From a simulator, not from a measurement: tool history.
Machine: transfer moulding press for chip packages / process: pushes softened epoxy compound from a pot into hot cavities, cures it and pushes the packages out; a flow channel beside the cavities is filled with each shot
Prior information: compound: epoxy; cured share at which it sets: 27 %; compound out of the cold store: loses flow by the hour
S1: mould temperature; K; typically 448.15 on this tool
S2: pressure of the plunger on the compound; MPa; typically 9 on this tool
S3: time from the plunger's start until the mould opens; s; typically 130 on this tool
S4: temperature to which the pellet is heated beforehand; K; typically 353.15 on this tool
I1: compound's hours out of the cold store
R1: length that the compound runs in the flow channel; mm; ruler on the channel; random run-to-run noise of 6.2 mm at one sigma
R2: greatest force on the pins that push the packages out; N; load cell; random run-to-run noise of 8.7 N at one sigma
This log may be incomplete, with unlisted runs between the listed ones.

run 1 day=0 | S1=448.15 S2=9 S3=130 S4=353.15 | I1=29 | R1=630 R2=428
run 2 day=0.921 | S1=448.15 S2=9 S3=130 S4=353.15 | I1=10.9 | R1=671 R2=484
run 3 day=1.783 | S1=448.15 S2=8.63 S3=130 S4=353.15 | I1=15.1 | R1=648 R2=541
run 4 day=3.208 | S1=448.15 S2=9 S3=130 S4=353.15 | I1=35.2 | R1=617 R2=569
-- day=3.758 plunger's sealing rings changed
run 5 day=4.721 | S1=448.15 S2=9 S3=130 S4=353.15 | I1=44.9 | R1=666 R2=574
-- day=4.867 cavities cleaned with cleaning compound and waxed
run 6 day=5.533 | S1=448.15 S2=9 S3=151 S4=353.15 | I1=15.4 | R1=734 R2=546
run 7 day=6.267 | S1=448.15 S2=9 S3=151 S4=353.15 | I1=26.1 | R1=712 R2=532
run 8 day=7.054 | S1=448.15 S2=9 S3=151 S4=353.15 | I1=17.5 | R1=734 R2=528
-- day=7.55 mould's thermocouples calibrated
run 9 day=8.696 | S1=448.15 S2=9 S3=151 S4=353.15 | I1=24 | R1=700 R2=516
-- day=9.696 cavities cleaned with cleaning compound and waxed
run 10 day=10.183 | S1=448.15 S2=9 S3=130 S4=353.15 | I1=36.2 | R1=678 R2=453
-- day=10.429 cavities cleaned with cleaning compound and waxed, once more
run 11 day=11.429 | S1=448.15 S2=9 S3=130 S4=353.15 | I1=27.4 | R1=698 R2=480
run 12 day=12.938 | S1=448.15 S2=9 S3=130 S4=353.15 | I1=21.9 | R1=703 R2=546
run 13 day=13.788 | S1=448.15 S2=9 S3=114 S4=353.15 | I1=20.7 | R1=712 R2=727
run 14 day=14.792 | S1=448.15 S2=9 S3=130 S4=353.15 | I1=41.3 | R1=657 R2=581
-- day=15.208 cavities cleaned with cleaning compound and waxed
run 15 day=15.838 | S1=448.15 S2=9 S3=144 S4=353.15 | I1=12.4 | R1=707 R2=413
run 16 day=17.396 | S1=448.15 S2=10.22 S3=149 S4=358.15 | I1=11.7 | R1=749 R2=475
run 17 day=18.154 | S1=451.15 S2=8.67 S3=158 S4=356.15 | I1=43.7 | R1=626 R2=440
run 18 day=18.867 | S1=446.15 S2=8.67 S3=142 S4=356.15 | I1=17.9 | R1=685 R2=564
-- day=19.962 cavities cleaned with cleaning compound and waxed
run 19 day=19.962 | S1=447.15 S2=10.63 S3=146 S4=349.15 | I1=37.1 | R1=716 R2=383
run 20 day=21.054 | S1=447.15 S2=10.63 S3=146 S4=349.15 | I1=23.3 | R1=734 R2=447
run 21 day=22.079 | S1=447.15 S2=10.63 S3=146 S4=349.15 | I1=44.1 | R1=686 R2=487
run 22 day=23.379 | S1=447.15 S2=10.63 S3=146 S4=349.15 | I1=27.1 | R1=717 R2=555
run 23 day=24.279 | S1=447.15 S2=10.63 S3=150 S4=349.15 | I1=20.4 | R1=734 R2=518
-- day=24.808 cavities cleaned with cleaning compound and waxed
run 24 day=25.396 | S1=451.15 S2=7.39 S3=141 S4=357.15 | I1=12.8 | R1=615 R2=389
run 25 day=26.408 | S1=446.15 S2=7.39 S3=160 S4=357.15 | I1=46.9 | R1=563 R2=438
run 26 day=27.65 | S1=448.15 S2=8.24 S3=147 S4=353.15 | I1=20.7 | R1=632 R2=497
run 27 day=28.867 | S1=448.15 S2=9.82 S3=116 S4=354.15 | I1=41.4 | R1=653 R2=717
-- day=29.604 cavities cleaned with cleaning compound and waxed
run 28 day=30.233 | S1=448.15 S2=9 S3=115 S4=353.15 | I1=25.4 | R1=637 R2=580

Alternative continuations, all from the tool just after run 28; predict every row:
run A day=31.708 | S1=448.15 S2=7.52 S3=154 S4=353.15 | I1=9.3 | R1=? R2=?
run B day=31.708 | S1=448.15 S2=9.13 S3=115 S4=360.15 | I1=14.6 | R1=? R2=?
run C day=31.708 | S1=440.15 S2=9 S3=112 S4=352.15 | I1=29 | R1=? R2=?
run D day=31.708 | S1=448.15 S2=9 S3=130 S4=356.15 | I1=24.3 | R1=? R2=?

run=A R1=618 R2=450
run=B R1=647 R2=680
run=C R1=664 R2=1267
run=D R1=643 R2=533
Had the tool no hidden state, the same runs would have come out as:
run=A R1=690 R2=335
run=B R1=723 R2=484
run=C R1=741 R2=904
run=D R1=718 R2=387
